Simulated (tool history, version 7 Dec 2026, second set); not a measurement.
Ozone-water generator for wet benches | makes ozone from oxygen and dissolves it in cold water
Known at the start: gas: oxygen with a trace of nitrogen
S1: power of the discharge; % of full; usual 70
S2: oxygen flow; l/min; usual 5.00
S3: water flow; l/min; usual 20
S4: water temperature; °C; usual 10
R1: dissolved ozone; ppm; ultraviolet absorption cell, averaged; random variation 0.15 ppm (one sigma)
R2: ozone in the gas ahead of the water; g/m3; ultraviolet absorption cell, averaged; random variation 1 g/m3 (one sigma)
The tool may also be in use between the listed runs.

run,hour,S1,S2,S3,S4,R1,R2
1,0.0,70,5.00,20,10,17.7,185.1
2,30.6,70,3.55,20,10,15.5,204.3
3,53.8,70,7.40,20,10,19.5,164.7
4,82.7,70,7.40,20,16,17.8,162.7
5,116.6,70,7.40,20,16,17.7,163.7
6,134.6,70,5.00,20,10,17.5,184.7
7,156.0,70,5.00,20,10,17.5,183.7
8,183.7,70,5.00,20,9,17.7,183.2
9,207.2,71,5.92,23,10,16.7,176.8
10,228.8,70,5.00,20,12,16.9,182.1
11,251.7,95,5.00,20,7,23.2,238.2
12,275.9,95,5.00,20,7,23.4,238.3
13,292.9,95,5.00,20,7,23.4,238.7
14,320.2,95,5.00,20,7,23.2,238.4

4 ways to go on from here, each from the tool as it stands after run 14. What would each give?
A,345.2,95,5.00,20,16,?,?
B,345.2,99,8.73,20,6,?,?
C,345.2,84,5.00,23,9,?,?
D,345.2,95,5.00,20,12,?,?

run,R1,R2
A,21.1,236.8
B,28.7,208.4
C,18.4,214.0
D,22.0,239.8
Without the tool's hidden state the same runs would have given:
run,R1,R2
A,21.1,236.8
B,28.7,208.4
C,18.4,214.0
D,22.1,239.8
